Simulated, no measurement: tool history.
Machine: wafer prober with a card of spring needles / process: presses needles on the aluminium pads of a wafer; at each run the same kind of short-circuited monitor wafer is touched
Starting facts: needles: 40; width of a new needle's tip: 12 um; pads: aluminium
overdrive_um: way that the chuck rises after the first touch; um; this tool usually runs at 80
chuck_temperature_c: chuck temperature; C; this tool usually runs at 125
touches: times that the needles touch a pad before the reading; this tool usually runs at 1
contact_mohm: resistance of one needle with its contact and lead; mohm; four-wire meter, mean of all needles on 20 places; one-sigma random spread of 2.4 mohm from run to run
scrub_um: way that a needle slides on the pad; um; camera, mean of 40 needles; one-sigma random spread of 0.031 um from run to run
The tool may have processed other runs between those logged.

Run 1, hour 0.0: usual settings. Result: contact_mohm 323 mohm, scrub_um 9.92 um.
At hour 2.0: tips cleaned on abrasive film.
At hour 6.5: tips cleaned on abrasive film.
At hour 11.8: tips cleaned on abrasive film.
At hour 17.2: tips cleaned on abrasive film.
Run 2, hour 17.2: usual settings. Result: contact_mohm 286 mohm, scrub_um 9.75 um.
At hour 22.4: tips cleaned on abrasive film.
Run 3, hour 25.0: usual settings. Result: contact_mohm 327 mohm, scrub_um 9.72 um.
At hour 27.1: tips cleaned on abrasive film.
At hour 32.3: tips cleaned on abrasive film.
At hour 34.8: height of the first contact set anew.
At hour 37.9: tips cleaned on abrasive film.
Run 4, hour 38.3: usual settings. Result: contact_mohm 293 mohm, scrub_um 10.23 um.
At hour 42.6: tips cleaned on abrasive film.
At hour 47.1: tips cleaned on abrasive film, once more.
Run 5, hour 48.0: usual settings. Result: contact_mohm 300 mohm, scrub_um 10.13 um.
At hour 52.1: tips cleaned on abrasive film.
Run 6, hour 55.5: usual settings. Result: contact_mohm 330 mohm, scrub_um 10.21 um.
At hour 56.7: tips cleaned on abrasive film.
At hour 62.2: tips cleaned on abrasive film.
At hour 67.4: tips cleaned on abrasive film.
Run 7, hour 67.5: usual settings. Result: contact_mohm 284 mohm, scrub_um 10.17 um.
At hour 72.6: tips cleaned on abrasive film.
Run 8, hour 75.1: usual settings. Result: contact_mohm 319 mohm, scrub_um 10.21 um.
At hour 77.4: tips cleaned on abrasive film.
At hour 82.4: tips cleaned on abrasive film.
Run 9, hour 84.6: usual settings. Result: contact_mohm 320 mohm, scrub_um 10.14 um.
At hour 88.0: tips cleaned on abrasive film.
At hour 93.6: tips cleaned on abrasive film.
At hour 98.5: tips cleaned on abrasive film.
Run 10, hour 98.8: usual settings but chuck_temperature_c 101 C. Result: contact_mohm 285 mohm, scrub_um 10.20 um.
At hour 104.0: tips cleaned on abrasive film.
Run 11, hour 106.3: usual settings but chuck_temperature_c 101 C. Result: contact_mohm 321 mohm, scrub_um 10.17 um.
At hour 108.7: tips cleaned on abrasive film.
At hour 114.2: tips cleaned on abrasive film.
At hour 119.4: tips cleaned on abrasive film.
Run 12, hour 121.4: usual settings but chuck_temperature_c 43 C. Result: contact_mohm 299 mohm, scrub_um 10.16 um.
At hour 124.5: tips cleaned on abrasive film.
At hour 129.9: tips cleaned on abrasive film.
At hour 135.4: tips cleaned on abrasive film.
Run 13, hour 138.8: usual settings but chuck_temperature_c 43 C. Result: contact_mohm 308 mohm, scrub_um 10.13 um.
At hour 140.0: tips cleaned on abrasive film.
At hour 145.0: tips cleaned on abrasive film.
At hour 150.2: tips cleaned on abrasive film.
At hour 155.1: tips cleaned on abrasive film.
Run 14, hour 155.2: usual settings but chuck_temperature_c 43 C. Result: contact_mohm 269 mohm, scrub_um 10.12 um.
At hour 160.4: tips cleaned on abrasive film.
At hour 165.8: tips cleaned on abrasive film.
At hour 170.9: tips cleaned on abrasive film.
Run 15, hour 171.6: usual settings but chuck_temperature_c 46 C. Result: contact_mohm 284 mohm, scrub_um 10.06 um.
At hour 176.2: tips cleaned on abrasive film.
Run 16, hour 179.4: usual settings but chuck_temperature_c 46 C. Result: contact_mohm 310 mohm, scrub_um 10.10 um.
At hour 181.4: tips cleaned on abrasive film.
At hour 186.4: tips cleaned on abrasive film.
At hour 191.7: tips cleaned on abrasive film.
Run 17, hour 193.7: usual settings but overdrive_um 94 um, chuck_temperature_c 65 C. Result: contact_mohm 297 mohm, scrub_um 11.83 um.
At hour 196.8: tips cleaned on abrasive film.
At hour 201.7: tips cleaned on abrasive film.
At hour 206.9: tips cleaned on abrasive film.
Run 18, hour 210.3: usual settings but chuck_temperature_c 75 C. Result: contact_mohm 324 mohm, scrub_um 10.04 um.
At hour 211.5: tips cleaned on abrasive film.
At hour 216.0: tips cleaned on abrasive film.
Run 19, hour 219.9: usual settings but overdrive_um 64 um, chuck_temperature_c 75 C. Result: contact_mohm 361 mohm, scrub_um 7.99 um.
At hour 221.1: tips cleaned on abrasive film.
At hour 225.6: tips cleaned on abrasive film.
At hour 230.8: tips cleaned on abrasive film.
Run 20, hour 234.6: usual settings but overdrive_um 60 um, chuck_temperature_c 124 C, touches 2. Result: contact_mohm 347 mohm, scrub_um 7.42 um.
At hour 235.5: tips cleaned on abrasive film.
At hour 240.8: tips cleaned on abrasive film.
Run 21, hour 245.1: usual settings but overdrive_um 68 um, chuck_temperature_c 54 C, touches 2. Result: contact_mohm 316 mohm, scrub_um 8.48 um.
At hour 246.3: tips cleaned on abrasive film.
At hour 251.2: tips cleaned on abrasive film.
At hour 256.8: tips cleaned on abrasive film.
Run 22, hour 257.3: usual settings but overdrive_um 68 um, chuck_temperature_c 54 C, touches 2. Result: contact_mohm 280 mohm, scrub_um 8.47 um.
At hour 261.3: tips cleaned on abrasive film.
At hour 265.9: tips cleaned on abrasive film.
At hour 271.0: tips cleaned on abrasive film.
Run 23, hour 271.0: usual settings but overdrive_um 68 um, chuck_temperature_c 54 C, touches 2. Result: contact_mohm 269 mohm, scrub_um 8.46 um.
At hour 276.5: tips cleaned on abrasive film.
At hour 281.6: tips cleaned on abrasive film.
Run 24, hour 285.2: usual settings but overdrive_um 68 um, chuck_temperature_c 108 C. Result: contact_mohm 354 mohm, scrub_um 8.38 um.
At hour 286.4: tips cleaned on abrasive film.
At hour 291.5: tips cleaned on abrasive film.
At hour 296.2: tips cleaned on abrasive film.
Run 25, hour 299.5: usual settings but overdrive_um 68 um, chuck_temperature_c 108 C. Result: contact_mohm 357 mohm, scrub_um 8.39 um.
At hour 301.6: tips cleaned on abrasive film.
At hour 307.0: tips cleaned on abrasive film.
At hour 312.4: tips cleaned on abrasive film.
Run 26, hour 314.8: usual settings but overdrive_um 96 um, chuck_temperature_c 30 C, touches 2. Result: contact_mohm 279 mohm, scrub_um 11.93 um.
At hour 317.0: tips cleaned on abrasive film.
At hour 322.5: tips cleaned on abrasive film.
At hour 327.5: tips cleaned on abrasive film.
Run 27, hour 331.7: usual settings but overdrive_um 96 um, chuck_temperature_c 30 C, touches 2. Result: contact_mohm 285 mohm, scrub_um 11.91 um.
At hour 332.7: tips cleaned on abrasive film.
At hour 337.8: tips cleaned on abrasive film.
Run 28, hour 340.9: usual settings but overdrive_um 96 um, chuck_temperature_c 30 C. Result: contact_mohm 294 mohm, scrub_um 11.97 um.

Measured minus without-hidden-state, run by run (identical run-to-run variation in each term; gauge scatter may differ):
The tool's hidden condition here consists of: debris on the tips, nm; way that the needles fall short of the set height, um; tips' diameter, um; drift of the gauge itself on contact_mohm, %; drift of the gauge itself on scrub_um, %.
run  contact_mohm  scrub_um
  1           +47     -0.32
  2            +6     -0.48
  3           +48     -0.48
  4           +12     +0.00
  5           +22     -0.02
  6           +52     -0.02
  7            +5     -0.04
  8           +41     -0.05
  9           +41     -0.06
 10           +14     -0.07
 11           +45     -0.07
 12           +47     -0.09
 13           +55     -0.10
 14            +9     -0.13
 15           +25     -0.14
 16           +55     -0.15
 17           +36     -0.16
 18           +57     -0.19
 19           +92     -0.19
 20           +63     -0.21
 21           +56     -0.22
 22           +19     -0.24
 23            +5     -0.26
 24           +81     -0.27
 25           +78     -0.28
 26           +25     -0.30
 27           +33     -0.32
 28           +44     -0.33
